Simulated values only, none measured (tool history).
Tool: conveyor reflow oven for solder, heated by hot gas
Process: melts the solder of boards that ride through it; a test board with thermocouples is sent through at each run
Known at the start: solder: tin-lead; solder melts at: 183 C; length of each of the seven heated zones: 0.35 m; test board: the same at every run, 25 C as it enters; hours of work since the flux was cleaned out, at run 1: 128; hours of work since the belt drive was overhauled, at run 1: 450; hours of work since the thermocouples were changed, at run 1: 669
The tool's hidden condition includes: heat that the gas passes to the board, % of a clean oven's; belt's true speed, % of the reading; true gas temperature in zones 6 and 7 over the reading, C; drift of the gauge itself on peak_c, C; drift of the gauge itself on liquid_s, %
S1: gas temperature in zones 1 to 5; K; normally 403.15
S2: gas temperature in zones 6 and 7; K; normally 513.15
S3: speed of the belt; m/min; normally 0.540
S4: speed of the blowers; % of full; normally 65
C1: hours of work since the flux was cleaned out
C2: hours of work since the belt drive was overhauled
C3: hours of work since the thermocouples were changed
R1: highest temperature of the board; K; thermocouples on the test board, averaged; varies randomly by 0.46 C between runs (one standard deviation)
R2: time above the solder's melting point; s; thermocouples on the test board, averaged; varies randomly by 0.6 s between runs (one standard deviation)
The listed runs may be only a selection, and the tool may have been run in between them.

| run | hour | S1 | S2 | S3 | S4 | C1 | C2 | C3 | R1 | R2 |
|---|---|---|---|---|---|---|---|---|---|---|
| 1 | 0.0 | 403.15 | 513.15 | 0.540 | 65 | 128 | 450 | 669 | 488.35 | 52.1 |
| 2 | 90.2 | 403.15 | 513.15 | 0.540 | 65 | 187 | 509 | 728 | 486.85 | 51.6 |
| 3 | 160.0 | 403.15 | 513.15 | 0.540 | 65 | 233 | 555 | 774 | 486.25 | 50.4 |
| 4 | 249.1 | 403.15 | 513.15 | 0.540 | 65 | 291 | 613 | 833 | 486.05 | 50.1 |
| 5 | 309.6 | 403.15 | 514.15 | 0.540 | 65 | 331 | 653 | 872 | 486.05 | 50.3 |
| 6 | 354.5 | 403.15 | 514.15 | 0.540 | 65 | 360 | 682 | 902 | 485.35 | 48.8 |
|  | 378.6 | flux residue cleaned out of gas plates and filters |
| 7 | 436.7 | 403.15 | 514.15 | 0.540 | 65 | 38 | 733 | 952 | 483.15 | 46.9 |
| 8 | 493.2 | 403.15 | 514.15 | 0.540 | 65 | 75 | 770 | 989 | 483.75 | 46.4 |
| 9 | 529.9 | 403.15 | 514.15 | 0.540 | 65 | 99 | 794 | 1014 | 482.15 | 46.2 |
| 10 | 579.6 | 403.15 | 514.15 | 0.540 | 55 | 132 | 827 | 1046 | 478.75 | 39.7 |
|  | 587.7 | belt drive overhauled, speed set with a stopwatch |
| 11 | 671.3 | 403.15 | 513.15 | 0.540 | 65 | 189 | 55 | 1104 | 480.25 | 43.1 |
| 12 | 715.6 | 403.15 | 513.15 | 0.540 | 65 | 218 | 84 | 1133 | 479.05 | 42.5 |
| 13 | 783.6 | 403.15 | 513.15 | 0.540 | 65 | 263 | 129 | 1177 | 479.25 | 41.2 |
|  | 830.6 | flux residue cleaned out of gas plates and filters, once more |
| 14 | 872.5 | 410.15 | 513.15 | 0.540 | 65 | 27 | 184 | 1232 | 488.05 | 56.0 |
| 15 | 933.0 | 410.15 | 513.15 | 0.540 | 65 | 67 | 223 | 1272 | 487.55 | 55.2 |
| 16 | 976.1 | 410.15 | 513.15 | 0.540 | 65 | 95 | 252 | 1300 | 488.35 | 54.7 |
| 17 | 1029.7 | 403.15 | 526.15 | 0.540 | 89 | 131 | 287 | 1336 | 504.05 | 65.4 |
| 18 | 1095.6 | 403.15 | 513.15 | 0.558 | 65 | 174 | 330 | 1379 | 484.25 | 47.4 |
| 19 | 1170.2 | 403.15 | 502.15 | 0.520 | 65 | 223 | 379 | 1428 | 477.45 | 43.8 |
|  | 1195.6 | thermocouples of zones 6 and 7 changed |
| 20 | 1251.3 | 394.15 | 527.15 | 0.486 | 63 | 275 | 431 | 37 | 501.05 | 66.3 |
| 21 | 1333.2 | 403.15 | 515.15 | 0.540 | 54 | 328 | 484 | 90 | 484.15 | 47.9 |
| 22 | 1393.2 | 389.15 | 524.15 | 0.540 | 65 | 368 | 524 | 130 | 492.15 | 51.6 |
|  | 1405.9 | flux residue cleaned out of gas plates and filters |
| 23 | 1442.4 | 389.15 | 524.15 | 0.540 | 65 | 24 | 553 | 159 | 497.15 | 55.4 |
| 24 | 1513.2 | 389.15 | 524.15 | 0.540 | 65 | 70 | 599 | 205 | 496.25 | 54.8 |
| 25 | 1584.4 | 403.15 | 515.15 | 0.562 | 63 | 117 | 646 | 252 | 488.25 | 50.1 |
| 26 | 1653.4 | 403.15 | 515.15 | 0.562 | 63 | 162 | 691 | 297 | 487.65 | 50.8 |
| 27 | 1711.3 | 412.15 | 504.15 | 0.562 | 74 | 200 | 729 | 335 | 483.85 | 50.7 |
| 28 | 1792.8 | 398.15 | 513.15 | 0.436 | 65 | 254 | 783 | 388 | 494.85 | 71.9 |
|  | 1867.9 | belt drive overhauled, speed set with a stopwatch |
| 29 | 1874.0 | 404.15 | 513.15 | 0.603 | 65 | 305 | 4 | 439 | 481.25 | 40.7 |
| 30 | 1961.6 | 399.15 | 507.15 | 0.523 | 65 | 362 | 61 | 497 | 481.85 | 46.8 |
|  | 1978.9 | flux residue cleaned out of gas plates and filters |
| 31 | 2017.8 | 399.15 | 507.15 | 0.523 | 65 | 26 | 95 | 530 | 484.35 | 48.9 |

Each row is a separate what-if for the run after 31, all from the same tool condition, not one after another. Results?
| A | 2098.5 | 412.15 | 513.15 | 0.519 | 65 | 78 | 148 | 583 | ? | ? |
| B | 2098.5 | 398.15 | 507.15 | 0.459 | 51 | 78 | 148 | 583 | ? | ? |
| C | 2098.5 | 416.15 | 526.15 | 0.454 | 65 | 78 | 148 | 583 | ? | ? |

| run | R1 | R2 |
|---|---|---|
| A | 491.45 | 62.0 |
| B | 482.45 | 55.4 |
| C | 507.65 | 84.4 |
Without the tool's unlogged condition, the same runs would have read:
| run | R1 | R2 |
|---|---|---|
| A | 493.45 | 63.5 |
| B | 484.35 | 57.5 |
| C | 509.65 | 85.2 |
